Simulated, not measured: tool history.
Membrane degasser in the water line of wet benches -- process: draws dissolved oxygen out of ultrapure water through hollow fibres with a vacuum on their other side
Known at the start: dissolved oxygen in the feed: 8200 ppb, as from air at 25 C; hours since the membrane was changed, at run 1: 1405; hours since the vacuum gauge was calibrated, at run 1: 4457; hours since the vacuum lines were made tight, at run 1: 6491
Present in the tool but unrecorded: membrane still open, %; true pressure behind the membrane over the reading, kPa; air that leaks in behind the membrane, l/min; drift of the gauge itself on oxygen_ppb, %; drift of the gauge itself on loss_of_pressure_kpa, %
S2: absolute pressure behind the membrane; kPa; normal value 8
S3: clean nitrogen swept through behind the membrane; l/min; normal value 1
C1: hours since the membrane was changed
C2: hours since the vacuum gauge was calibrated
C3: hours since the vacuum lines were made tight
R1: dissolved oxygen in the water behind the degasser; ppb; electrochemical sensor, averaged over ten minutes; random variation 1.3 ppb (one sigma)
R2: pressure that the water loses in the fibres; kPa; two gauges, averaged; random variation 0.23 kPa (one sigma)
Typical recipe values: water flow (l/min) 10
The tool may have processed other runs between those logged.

{"run": 1, "hour": 0.0, "water flow (l/min)": 10, "S2": 8, "S3": 1, "C1": 1405, "C2": 4457, "C3": 6491, "R1": 139.9, "R2": 60.67}
{"run": 2, "hour": 83.2, "water flow (l/min)": 13, "S2": 8, "S3": 1, "C1": 1489, "C2": 4540, "C3": 6574, "R1": 185.9, "R2": 79.07}
{"run": 3, "hour": 234.6, "water flow (l/min)": 13, "S2": 8, "S3": 1, "C1": 1640, "C2": 4691, "C3": 6726, "R1": 187.1, "R2": 78.46}
{"run": 4, "hour": 311.3, "water flow (l/min)": 10, "S2": 6.37, "S3": 1, "C1": 1717, "C2": 4768, "C3": 6802, "R1": 99.5, "R2": 60.67}
{"hour": 330.9, "done": "seals of the vacuum lines changed"}
{"run": 5, "hour": 409.0, "water flow (l/min)": 10, "S2": 6.37, "S3": 1, "C1": 1812, "C2": 4864, "C3": 78, "R1": 97.2, "R2": 60.52}
{"hour": 427.1, "done": "vacuum gauge calibrated"}
{"run": 6, "hour": 565.4, "water flow (l/min)": 10, "S2": 8, "S3": 0.85, "C1": 1968, "C2": 138, "C3": 234, "R1": 156.2, "R2": 60.56}
{"run": 7, "hour": 684.4, "water flow (l/min)": 10, "S2": 8, "S3": 0.85, "C1": 2087, "C2": 257, "C3": 353, "R1": 157.3, "R2": 60.56}
{"run": 8, "hour": 866.9, "water flow (l/min)": 13, "S2": 5.98, "S3": 0.65, "C1": 2270, "C2": 440, "C3": 535, "R1": 173.2, "R2": 78.9}
{"run": 9, "hour": 975.2, "water flow (l/min)": 14, "S2": 17.35, "S3": 0.69, "C1": 2378, "C2": 548, "C3": 644, "R1": 652.6, "R2": 85.68}
{"run": 10, "hour": 1145.7, "water flow (l/min)": 15, "S2": 5.49, "S3": 1.92, "C1": 2549, "C2": 719, "C3": 814, "R1": 99.7, "R2": 91.44}
{"run": 11, "hour": 1254.8, "water flow (l/min)": 15, "S2": 5.49, "S3": 1.92, "C1": 2658, "C2": 828, "C3": 923, "R1": 101, "R2": 92.12}
{"run": 12, "hour": 1431.0, "water flow (l/min)": 12, "S2": 14.95, "S3": 0.52, "C1": 2834, "C2": 1004, "C3": 1100, "R1": 607, "R2": 73.6}
{"hour": 1547.1, "done": "vacuum gauge calibrated, once more"}
{"run": 13, "hour": 1547.1, "water flow (l/min)": 12, "S2": 14.95, "S3": 0.52, "C1": 2950, "C2": 0, "C3": 1215, "R1": 598.9, "R2": 73.67}

Predict each of these 3 candidate next runs independently; none follows another, all start after run 13:
{"run": "A", "hour": 1712.4, "water flow (l/min)": 10, "S2": 8, "S3": 0.52, "C1": 3115, "C2": 165, "C3": 1381, "R1": "?", "R2": "?"}
{"run": "B", "hour": 1712.4, "water flow (l/min)": 13, "S2": 14.95, "S3": 0.64, "C1": 3115, "C2": 165, "C3": 1381, "R1": "?", "R2": "?"}
{"run": "C", "hour": 1712.4, "water flow (l/min)": 13, "S2": 8.87, "S3": 0.61, "C1": 3115, "C2": 165, "C3": 1381, "R1": "?", "R2": "?"}

run=A R1=215.9 R2=61.6
run=B R1=538 R2=79.58
run=C R1=295.3 R2=80.91
Stripped of hidden state, with their random variation kept, the same runs would have yielded:
run=A R1=212.4 R2=60.34
run=B R1=531.5 R2=77.95
run=C R1=290.3 R2=79.27
